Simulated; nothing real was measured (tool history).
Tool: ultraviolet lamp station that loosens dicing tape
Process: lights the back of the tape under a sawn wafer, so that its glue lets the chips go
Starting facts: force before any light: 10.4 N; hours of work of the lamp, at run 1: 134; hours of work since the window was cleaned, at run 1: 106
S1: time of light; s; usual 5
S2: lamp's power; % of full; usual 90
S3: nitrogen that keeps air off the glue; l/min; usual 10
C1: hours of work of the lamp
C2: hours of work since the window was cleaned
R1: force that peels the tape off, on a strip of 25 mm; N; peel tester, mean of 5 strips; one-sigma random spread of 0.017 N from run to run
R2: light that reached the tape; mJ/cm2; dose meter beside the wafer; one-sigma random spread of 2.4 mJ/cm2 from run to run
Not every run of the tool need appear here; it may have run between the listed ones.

| run | hour | S1 | S2 | S3 | C1 | C2 | R1 | R2 |
|---|---|---|---|---|---|---|---|---|
| 1 | 0 | 5 | 90 | 10 | 134 | 106 | 0.923 | 238 |
| 2 | 29.3 | 5 | 90 | 10 | 145 | 117 | 0.908 | 239 |
| 3 | 61.4 | 5 | 90 | 10 | 158 | 130 | 0.917 | 239 |
| 4 | 97.7 | 5 | 90 | 10 | 173 | 145 | 0.96 | 234 |
| 5 | 118.2 | 5 | 90 | 10 | 181 | 153 | 0.929 | 232 |
| 6 | 155.9 | 5 | 90 | 10 | 197 | 169 | 0.972 | 231 |
| 7 | 176.1 | 5 | 90 | 4 | 205 | 177 | 1.866 | 229 |
| 8 | 212.7 | 5 | 90 | 4 | 219 | 191 | 1.994 | 223 |
| 9 | 246.8 | 5 | 90 | 4 | 233 | 205 | 2.039 | 227 |
|  | 266.5 | window cleaned of glue's vapour |
| 10 | 269.8 | 5 | 90 | 4 | 242 | 1 | 2.082 | 225 |
| 11 | 287.6 | 5 | 90 | 4 | 249 | 9 | 2.137 | 216 |
| 12 | 320.8 | 5 | 90 | 4 | 263 | 22 | 2.038 | 218 |
| 13 | 336.8 | 5 | 90 | 4 | 269 | 28 | 2.107 | 218 |
| 14 | 352.5 | 5 | 90 | 4 | 276 | 35 | 2.125 | 219 |
| 15 | 386.9 | 5 | 90 | 7 | 290 | 49 | 1.493 | 215 |
| 16 | 423.1 | 3 | 60 | 4 | 304 | 63 | 5.566 | 90 |
| 17 | 446.8 | 5 | 81 | 6 | 314 | 73 | 2.032 | 191 |
|  | 457.3 | window cleaned of glue's vapour, once more |
| 18 | 482 | 2 | 81 | 6 | 328 | 10 | 4.914 | 82 |
| 19 | 498.3 | 2 | 81 | 6 | 334 | 17 | 5.217 | 83 |
| 20 | 514.7 | 5 | 83 | 9 | 341 | 23 | 1.255 | 210 |
| 21 | 549.2 | 5 | 78 | 10 | 355 | 37 | 1.314 | 197 |
| 22 | 573.8 | 6 | 71 | 10 | 365 | 47 | 1.071 | 215 |
| 23 | 605.2 | 4 | 71 | 10 | 378 | 60 | 2.248 | 144 |
| 24 | 628.4 | 7 | 100 | 3 | 387 | 69 | 1.148 | 350 |
| 25 | 661.3 | 4 | 80 | 3 | 400 | 82 | 3.579 | 163 |
| 26 | 694.2 | 4 | 80 | 3 | 413 | 96 | 3.756 | 156 |
| 27 | 713.3 | 4 | 80 | 3 | 421 | 103 | 3.743 | 156 |
| 28 | 731.9 | 3 | 77 | 4 | 429 | 111 | 4.414 | 114 |
| 29 | 756.6 | 8 | 93 | 10 | 439 | 121 | 0.334 | 365 |
| 30 | 779.2 | 5 | 93 | 10 | 448 | 130 | 1.044 | 222 |

Pick out some run-to-run changes in R1. Of each, how much would a tool without hidden state show as well, from the settings, what came in and chance, and how much is left for the hidden state and any gauge scatter not in both results compared?
The tool's hidden condition here consists of: lamp's light, % of a new lamp's; light that the window lets through, % of a clean one's; drift of the gauge itself on peel_n, %; drift of the gauge itself on dose_mj_cm2, %.
Run 15 -> 16: S1 5 -> 3, S2 90 -> 60, S3 7 -> 4. R1 +4.073 N: hidden state +0.205, all else +3.868.
Run 19 -> 20: S1 2 -> 5, S2 81 -> 83, S3 6 -> 9. R1 -3.962 N: hidden state -0.135, all else -3.827.
Run 24 -> 25: S1 7 -> 4, S2 100 -> 80. R1 +2.431 N: hidden state +0.208, all else +2.223.
Run 28 -> 29: S1 3 -> 8, S2 77 -> 93, S3 4 -> 10. R1 -4.08 N: hidden state -0.435, all else -3.645.
Run 29 -> 30: S1 8 -> 5. R1 +0.71 N: hidden state +0.206, all else +0.504.
